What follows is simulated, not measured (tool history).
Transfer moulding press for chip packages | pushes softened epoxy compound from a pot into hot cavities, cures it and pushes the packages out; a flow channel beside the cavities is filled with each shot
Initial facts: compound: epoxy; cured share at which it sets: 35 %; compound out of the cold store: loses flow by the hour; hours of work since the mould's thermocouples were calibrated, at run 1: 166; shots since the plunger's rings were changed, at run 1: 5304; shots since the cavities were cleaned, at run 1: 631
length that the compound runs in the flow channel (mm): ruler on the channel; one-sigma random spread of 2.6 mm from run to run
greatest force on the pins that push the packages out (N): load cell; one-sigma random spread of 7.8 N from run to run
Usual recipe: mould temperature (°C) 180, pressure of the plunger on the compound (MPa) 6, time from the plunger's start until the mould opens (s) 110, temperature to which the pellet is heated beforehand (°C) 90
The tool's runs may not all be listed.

| run | hour | mould temperature (°C) | pressure of the plunger on the compound (MPa) | time from the plunger's start until the mould opens (s) | temperature to which the pellet is heated beforehand (°C) | hours of work since the mould's thermocouples were calibrated | shots since the plunger's rings were changed | shots since the cavities were cleaned | incoming compound's hours out of the cold store | length that the compound runs in the flow channel (mm) | greatest force on the pins that push the packages out (N) |
|---|---|---|---|---|---|---|---|---|---|---|---|
| 1 | 0 | 180 | 6 | 110 | 90 | 166 | 5304 | 631 | 30.3 | 665 | 333 |
|  | 7.3 | cavities cleaned with cleaning compound and waxed |
|  | 13.1 | plunger's sealing rings changed |
| 2 | 33.7 | 180 | 6 | 110 | 90 | 183 | 191 | 221 | 15.7 | 739 | 340 |
|  | 84.9 | cavities cleaned with cleaning compound and waxed |
| 3 | 87.2 | 180 | 6 | 110 | 90 | 214 | 675 | 21 | 30.6 | 671 | 340 |
| 4 | 115.2 | 180 | 6 | 110 | 87 | 230 | 935 | 281 | 27.8 | 683 | 336 |
|  | 161.9 | cavities cleaned with cleaning compound and waxed |
| 5 | 174.4 | 180 | 6 | 110 | 87 | 265 | 1472 | 116 | 12.4 | 752 | 323 |
| 6 | 200.3 | 180 | 6 | 110 | 90 | 280 | 1712 | 356 | 34 | 657 | 335 |
|  | 240.5 | cavities cleaned with cleaning compound and waxed |
| 7 | 240.5 | 180 | 6 | 110 | 97 | 303 | 2073 | 0 | 9.5 | 770 | 327 |
| 8 | 299.6 | 180 | 6 | 110 | 97 | 337 | 2621 | 548 | 16.3 | 733 | 333 |
|  | 319.4 | cavities cleaned with cleaning compound and waxed |
| 9 | 342.3 | 180 | 6 | 110 | 90 | 362 | 3005 | 214 | 13.7 | 746 | 339 |
| 10 | 375 | 180 | 6 | 110 | 85 | 381 | 3309 | 518 | 15.7 | 743 | 330 |
|  | 394.1 | cavities cleaned with cleaning compound and waxed |
| 11 | 403.7 | 180 | 6 | 110 | 85 | 397 | 3561 | 89 | 12.2 | 761 | 343 |
| 12 | 462.9 | 175 | 4.96 | 144 | 80 | 432 | 4112 | 640 | 26.1 | 638 | 303 |
|  | 473 | cavities cleaned with cleaning compound and waxed |
| 13 | 494.7 | 176 | 4.96 | 125 | 92 | 450 | 4393 | 201 | 37.7 | 591 | 329 |
|  | 550.5 | cavities cleaned with cleaning compound and waxed |
| 14 | 555.5 | 176 | 4.96 | 125 | 92 | 485 | 4944 | 46 | 30.8 | 615 | 324 |
| 15 | 599.2 | 178 | 5.28 | 137 | 88 | 510 | 5351 | 453 | 16.1 | 698 | 303 |
|  | 606.7 | mould's thermocouples calibrated |
|  | 609.2 | plunger's sealing rings changed |
|  | 630.6 | cavities cleaned with cleaning compound and waxed |
| 16 | 645.7 | 183 | 5.96 | 144 | 90 | 21 | 325 | 141 | 20.1 | 712 | 267 |
| 17 | 699.9 | 180 | 6 | 139 | 93 | 53 | 829 | 645 | 14.8 | 741 | 293 |
|  | 707.4 | cavities cleaned with cleaning compound and waxed |
| 18 | 748 | 180 | 6 | 139 | 93 | 80 | 1262 | 377 | 27.6 | 681 | 301 |
| 19 | 776.4 | 180 | 6 | 139 | 84 | 97 | 1526 | 641 | 32.5 | 665 | 281 |
|  | 782.8 | cavities cleaned with cleaning compound and waxed |
| 20 | 805.6 | 180 | 6 | 139 | 84 | 113 | 1784 | 213 | 44 | 617 | 277 |
|  | 860.4 | cavities cleaned with cleaning compound and waxed |
| 21 | 860.4 | 186 | 5.63 | 99 | 92 | 144 | 2279 | 0 | 31.4 | 636 | 302 |

Here are 3 independent what-if runs from the current tool condition. What would each one return?
| A | 900.2 | 186 | 4.95 | 93 | 98 | 168 | 2649 | 370 | 26.5 | ? | ? |
| B | 900.2 | 179 | 4.61 | 104 | 92 | 168 | 2649 | 370 | 33.5 | ? | ? |
| C | 900.2 | 180 | 6 | 110 | 95 | 168 | 2649 | 370 | 45.9 | ? | ? |

| run | length that the compound runs in the flow channel (mm) | greatest force on the pins that push the packages out (N) |
|---|---|---|
| A | 612 | 334 |
| B | 579 | 353 |
| C | 602 | 318 |
With the hidden condition removed and each run's random variation left untouched, the same runs would have given:
| run | length that the compound runs in the flow channel (mm) | greatest force on the pins that push the packages out (N) |
|---|---|---|
| A | 612 | 331 |
| B | 579 | 349 |
| C | 603 | 315 |
